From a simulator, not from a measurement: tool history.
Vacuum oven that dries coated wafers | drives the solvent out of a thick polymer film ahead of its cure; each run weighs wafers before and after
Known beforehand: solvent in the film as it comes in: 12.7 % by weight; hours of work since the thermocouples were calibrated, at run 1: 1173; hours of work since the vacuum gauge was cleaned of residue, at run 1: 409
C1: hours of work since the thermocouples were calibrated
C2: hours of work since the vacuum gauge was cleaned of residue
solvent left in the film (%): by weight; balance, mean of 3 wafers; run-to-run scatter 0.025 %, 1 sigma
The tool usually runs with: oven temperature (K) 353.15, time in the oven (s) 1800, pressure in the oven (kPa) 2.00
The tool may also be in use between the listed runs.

run 1 day=0.000 | oven_temperature_(K)=353.15 time_in_the_oven_(s)=1800 pressure_in_the_oven_(kPa)=2.00 | C1=1173 C2=409 | solvent_left_in_the_film_(%)=5.46
run 2 day=1.517 | oven_temperature_(K)=353.15 time_in_the_oven_(s)=1800 pressure_in_the_oven_(kPa)=2.00 | C1=1201 C2=437 | solvent_left_in_the_film_(%)=5.42
run 3 day=3.458 | oven_temperature_(K)=353.15 time_in_the_oven_(s)=1800 pressure_in_the_oven_(kPa)=2.00 | C1=1238 C2=473 | solvent_left_in_the_film_(%)=5.49
run 4 day=4.838 | oven_temperature_(K)=353.15 time_in_the_oven_(s)=1800 pressure_in_the_oven_(kPa)=2.00 | C1=1263 C2=499 | solvent_left_in_the_film_(%)=5.40
run 5 day=6.804 | oven_temperature_(K)=353.15 time_in_the_oven_(s)=1800 pressure_in_the_oven_(kPa)=2.00 | C1=1300 C2=535 | solvent_left_in_the_film_(%)=5.49
run 6 day=8.804 | oven_temperature_(K)=353.15 time_in_the_oven_(s)=1800 pressure_in_the_oven_(kPa)=2.00 | C1=1337 C2=573 | solvent_left_in_the_film_(%)=5.44
run 7 day=10.933 | oven_temperature_(K)=353.15 time_in_the_oven_(s)=1800 pressure_in_the_oven_(kPa)=6.67 | C1=1377 C2=612 | solvent_left_in_the_film_(%)=12.02
run 8 day=12.917 | oven_temperature_(K)=353.15 time_in_the_oven_(s)=1800 pressure_in_the_oven_(kPa)=6.67 | C1=1414 C2=649 | solvent_left_in_the_film_(%)=11.99
run 9 day=14.833 | oven_temperature_(K)=353.15 time_in_the_oven_(s)=1800 pressure_in_the_oven_(kPa)=6.67 | C1=1449 C2=685 | solvent_left_in_the_film_(%)=12.00
run 10 day=16.867 | oven_temperature_(K)=353.15 time_in_the_oven_(s)=1800 pressure_in_the_oven_(kPa)=6.67 | C1=1487 C2=723 | solvent_left_in_the_film_(%)=12.04
run 11 day=19.242 | oven_temperature_(K)=353.15 time_in_the_oven_(s)=2220 pressure_in_the_oven_(kPa)=2.00 | C1=1531 C2=767 | solvent_left_in_the_film_(%)=5.02
-- day=20.029 oven's thermocouples calibrated
run 12 day=21.308 | oven_temperature_(K)=353.15 time_in_the_oven_(s)=2520 pressure_in_the_oven_(kPa)=2.00 | C1=24 C2=804 | solvent_left_in_the_film_(%)=5.20
run 13 day=22.442 | oven_temperature_(K)=353.15 time_in_the_oven_(s)=2520 pressure_in_the_oven_(kPa)=2.00 | C1=45 C2=825 | solvent_left_in_the_film_(%)=5.17
run 14 day=24.033 | oven_temperature_(K)=353.15 time_in_the_oven_(s)=2520 pressure_in_the_oven_(kPa)=2.00 | C1=75 C2=854 | solvent_left_in_the_film_(%)=5.19
run 15 day=25.988 | oven_temperature_(K)=353.15 time_in_the_oven_(s)=1800 pressure_in_the_oven_(kPa)=2.00 | C1=111 C2=891 | solvent_left_in_the_film_(%)=5.97
run 16 day=27.746 | oven_temperature_(K)=353.15 time_in_the_oven_(s)=1800 pressure_in_the_oven_(kPa)=2.00 | C1=144 C2=924 | solvent_left_in_the_film_(%)=5.95
run 17 day=29.417 | oven_temperature_(K)=353.15 time_in_the_oven_(s)=1800 pressure_in_the_oven_(kPa)=2.00 | C1=175 C2=955 | solvent_left_in_the_film_(%)=5.91
run 18 day=30.529 | oven_temperature_(K)=353.15 time_in_the_oven_(s)=1800 pressure_in_the_oven_(kPa)=2.00 | C1=195 C2=975 | solvent_left_in_the_film_(%)=5.92
run 19 day=32.175 | oven_temperature_(K)=353.15 time_in_the_oven_(s)=1800 pressure_in_the_oven_(kPa)=2.00 | C1=226 C2=1006 | solvent_left_in_the_film_(%)=5.95
run 20 day=33.725 | oven_temperature_(K)=353.15 time_in_the_oven_(s)=1800 pressure_in_the_oven_(kPa)=2.00 | C1=255 C2=1035 | solvent_left_in_the_film_(%)=6.01
run 21 day=35.692 | oven_temperature_(K)=353.15 time_in_the_oven_(s)=1800 pressure_in_the_oven_(kPa)=2.00 | C1=291 C2=1071 | solvent_left_in_the_film_(%)=5.94
run 22 day=37.242 | oven_temperature_(K)=353.15 time_in_the_oven_(s)=1800 pressure_in_the_oven_(kPa)=2.00 | C1=320 C2=1100 | solvent_left_in_the_film_(%)=5.96
run 23 day=38.658 | oven_temperature_(K)=353.15 time_in_the_oven_(s)=1800 pressure_in_the_oven_(kPa)=2.00 | C1=347 C2=1127 | solvent_left_in_the_film_(%)=5.96
-- day=39.350 vacuum gauge cleaned of residue and calibrated
run 24 day=40.796 | oven_temperature_(K)=353.15 time_in_the_oven_(s)=1800 pressure_in_the_oven_(kPa)=2.00 | C1=385 C2=27 | solvent_left_in_the_film_(%)=5.51
run 25 day=41.796 | oven_temperature_(K)=353.15 time_in_the_oven_(s)=1800 pressure_in_the_oven_(kPa)=6.25 | C1=404 C2=46 | solvent_left_in_the_film_(%)=11.63
run 26 day=43.667 | oven_temperature_(K)=356.15 time_in_the_oven_(s)=1800 pressure_in_the_oven_(kPa)=2.48 | C1=439 C2=80 | solvent_left_in_the_film_(%)=5.39
run 27 day=45.483 | oven_temperature_(K)=356.15 time_in_the_oven_(s)=1800 pressure_in_the_oven_(kPa)=2.48 | C1=473 C2=114 | solvent_left_in_the_film_(%)=5.40
run 28 day=47.721 | oven_temperature_(K)=356.15 time_in_the_oven_(s)=1800 pressure_in_the_oven_(kPa)=2.48 | C1=514 C2=156 | solvent_left_in_the_film_(%)=5.36
run 29 day=49.942 | oven_temperature_(K)=353.15 time_in_the_oven_(s)=2160 pressure_in_the_oven_(kPa)=5.52 | C1=556 C2=197 | solvent_left_in_the_film_(%)=10.48
run 30 day=51.896 | oven_temperature_(K)=361.15 time_in_the_oven_(s)=1800 pressure_in_the_oven_(kPa)=2.00 | C1=592 C2=234 | solvent_left_in_the_film_(%)=3.56
run 31 day=53.617 | oven_temperature_(K)=350.15 time_in_the_oven_(s)=2520 pressure_in_the_oven_(kPa)=1.82 | C1=624 C2=266 | solvent_left_in_the_film_(%)=5.31
run 32 day=54.975 | oven_temperature_(K)=343.15 time_in_the_oven_(s)=1500 pressure_in_the_oven_(kPa)=4.28 | C1=649 C2=291 | solvent_left_in_the_film_(%)=12.13
run 33 day=56.450 | oven_temperature_(K)=355.15 time_in_the_oven_(s)=1140 pressure_in_the_oven_(kPa)=1.29 | C1=677 C2=318 | solvent_left_in_the_film_(%)=5.35
run 34 day=58.746 | oven_temperature_(K)=366.15 time_in_the_oven_(s)=1740 pressure_in_the_oven_(kPa)=1.07 | C1=719 C2=361 | solvent_left_in_the_film_(%)=1.77
run 35 day=60.312 | oven_temperature_(K)=353.15 time_in_the_oven_(s)=1800 pressure_in_the_oven_(kPa)=6.27 | C1=749 C2=390 | solvent_left_in_the_film_(%)=11.55
run 36 day=62.575 | oven_temperature_(K)=353.15 time_in_the_oven_(s)=1800 pressure_in_the_oven_(kPa)=3.83 | C1=791 C2=432 | solvent_left_in_the_film_(%)=8.18
run 37 day=64.083 | oven_temperature_(K)=357.15 time_in_the_oven_(s)=1920 pressure_in_the_oven_(kPa)=1.38 | C1=819 C2=460 | solvent_left_in_the_film_(%)=3.53
run 38 day=66.138 | oven_temperature_(K)=357.15 time_in_the_oven_(s)=1920 pressure_in_the_oven_(kPa)=1.38 | C1=857 C2=499 | solvent_left_in_the_film_(%)=3.55
run 39 day=67.112 | oven_temperature_(K)=356.15 time_in_the_oven_(s)=2580 pressure_in_the_oven_(kPa)=7.51 | C1=875 C2=517 | solvent_left_in_the_film_(%)=12.07
run 40 day=68.446 | oven_temperature_(K)=356.15 time_in_the_oven_(s)=2580 pressure_in_the_oven_(kPa)=7.51 | C1=900 C2=542 | solvent_left_in_the_film_(%)=12.03
run 41 day=69.762 | oven_temperature_(K)=356.15 time_in_the_oven_(s)=2580 pressure_in_the_oven_(kPa)=7.51 | C1=924 C2=566 | solvent_left_in_the_film_(%)=12.04
run 42 day=71.554 | oven_temperature_(K)=353.15 time_in_the_oven_(s)=1260 pressure_in_the_oven_(kPa)=2.00 | C1=958 C2=599 | solvent_left_in_the_film_(%)=6.46
run 43 day=73.042 | oven_temperature_(K)=342.15 time_in_the_oven_(s)=1680 pressure_in_the_oven_(kPa)=2.00 | C1=986 C2=627 | solvent_left_in_the_film_(%)=8.87
run 44 day=74.812 | oven_temperature_(K)=353.15 time_in_the_oven_(s)=1380 pressure_in_the_oven_(kPa)=2.00 | C1=1018 C2=660 | solvent_left_in_the_film_(%)=6.24
run 45 day=77.004 | oven_temperature_(K)=353.15 time_in_the_oven_(s)=900 pressure_in_the_oven_(kPa)=2.48 | C1=1059 C2=701 | solvent_left_in_the_film_(%)=7.90
run 46 day=78.808 | oven_temperature_(K)=339.15 time_in_the_oven_(s)=2280 pressure_in_the_oven_(kPa)=2.55 | C1=1093 C2=734 | solvent_left_in_the_film_(%)=10.26
run 47 day=81.108 | oven_temperature_(K)=366.15 time_in_the_oven_(s)=2160 pressure_in_the_oven_(kPa)=2.00 | C1=1136 C2=777 | solvent_left_in_the_film_(%)=2.51
run 48 day=83.017 | oven_temperature_(K)=366.15 time_in_the_oven_(s)=1020 pressure_in_the_oven_(kPa)=7.27 | C1=1171 C2=813 | solvent_left_in_the_film_(%)=8.51

Below are 3 alternative next runs, each starting from the tool's condition after run 48. Predict each:
run A day=85.079 | oven_temperature_(K)=339.15 time_in_the_oven_(s)=1800 pressure_in_the_oven_(kPa)=2.00 | C1=1210 C2=851 | solvent_left_in_the_film_(%)=?
run B day=85.079 | oven_temperature_(K)=346.15 time_in_the_oven_(s)=1560 pressure_in_the_oven_(kPa)=1.36 | C1=1210 C2=851 | solvent_left_in_the_film_(%)=?
run C day=85.079 | oven_temperature_(K)=366.15 time_in_the_oven_(s)=2340 pressure_in_the_oven_(kPa)=1.82 | C1=1210 C2=851 | solvent_left_in_the_film_(%)=?

run=A solvent_left_in_the_film_(%)=9.57
run=B solvent_left_in_the_film_(%)=6.97
run=C solvent_left_in_the_film_(%)=2.33
Stripped of hidden state, with their random variation kept, the same runs would have yielded:
run=A solvent_left_in_the_film_(%)=9.49
run=B solvent_left_in_the_film_(%)=6.95
run=C solvent_left_in_the_film_(%)=2.21
